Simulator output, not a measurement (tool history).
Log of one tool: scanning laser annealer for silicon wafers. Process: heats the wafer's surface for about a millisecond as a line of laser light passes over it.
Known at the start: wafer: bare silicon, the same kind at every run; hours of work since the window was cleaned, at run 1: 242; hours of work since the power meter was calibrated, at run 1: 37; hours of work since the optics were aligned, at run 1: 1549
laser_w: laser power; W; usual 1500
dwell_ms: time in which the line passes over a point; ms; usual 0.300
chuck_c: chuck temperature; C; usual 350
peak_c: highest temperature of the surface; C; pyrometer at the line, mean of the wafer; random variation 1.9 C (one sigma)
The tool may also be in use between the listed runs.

run   hour  laser_w  dwell_ms  chuck_c  hours of work since the window was cleaned  hours of work since the power meter was calibrated  hours of work since the optics were aligned  peak_c
  1    0.0     1500     0.300      350                                         242                                                  37                                         1549    1158
  2   13.0     1500     0.300      350                                         248                                                  43                                         1555    1154
  3   25.6     1500     0.300      350                                         254                                                  50                                         1561    1155
  4   38.5     1500     0.300      350                                         261                                                  56                                         1568    1152
  5   50.8     1500     0.300      350                                         267                                                  62                                         1574    1157
  6   66.7     1500     0.300      350                                         275                                                  70                                         1582    1154
  7   81.3     1500     0.300      350                                         282                                                  77                                         1589    1156
  8   88.8     1500     0.300      350                                         286                                                  81                                         1593    1157
  9   99.4     1500     0.300      350                                         291                                                  86                                         1598    1154
 10  110.1     1500     0.300      350                                         296                                                  92                                         1603    1151
 11  125.7     1500     0.300      350                                         304                                                  99                                         1611    1154
 12  137.0     1500     0.300      350                                         310                                                 105                                         1617    1155
 13  154.8     1500     0.300      360                                         319                                                 114                                         1626    1166
 14  165.6     1500     0.300      360                                         324                                                 119                                         1631    1166
 15  181.3     1385     0.245      350                                         332                                                 127                                         1639    1010
 16  193.2     1385     0.323      365                                         338                                                 133                                         1645    1123
 17  202.5     1500     0.213      328                                         342                                                 138                                         1649    1000
 18  212.7     1500     0.213      328                                         347                                                 143                                         1654    1000
 19  228.6     1385     0.339      350                                         355                                                 151                                         1662    1134
 20  246.0     1500     0.275      375                                         364                                                 159                                         1671    1146
 21  262.9     1500     0.275      375                                         372                                                 168                                         1679    1146
 22  274.2     1500     0.275      375                                         378                                                 173                                         1685    1142
 23  283.3     1548     0.274      324                                         382                                                 178                                         1690    1123
 24  290.6     1548     0.274      324                                         386                                                 181                                         1693    1122
 25  304.3     1548     0.274      324                                         393                                                 188                                         1700    1120
 26  314.9     1635     0.338      359                                         398                                                 194                                         1705    1312
 27  326.9     1635     0.338      359                                         404                                                 199                                         1711    1311
 28  339.5     1500     0.249      379                                         410                                                 206                                         1718    1107

4 ways to go on from here, each from the tool as it stands after run 28. What would each give?
     352.1  -- optics aligned, line set to its width
  A  352.1     1369     0.262      336                                         414                                                 210                                            0       ?
     352.1  -- optics aligned, line set to its width
  B  352.1     1503     0.365      376                                         414                                                 210                                            0       ?
     352.1  -- optics aligned, line set to its width
  C  352.1     1500     0.300      338                                         414                                                 210                                            0       ?
     352.1  -- optics aligned, line set to its width
  D  352.1     1544     0.300      372                                         414                                                 210                                            0       ?

run  peak_c
  A    1004
  B    1274
  C    1146
  D    1209
Without the tool's hidden state the same runs would have given:
run  peak_c
  A    1005
  B    1275
  C    1147
  D    1209

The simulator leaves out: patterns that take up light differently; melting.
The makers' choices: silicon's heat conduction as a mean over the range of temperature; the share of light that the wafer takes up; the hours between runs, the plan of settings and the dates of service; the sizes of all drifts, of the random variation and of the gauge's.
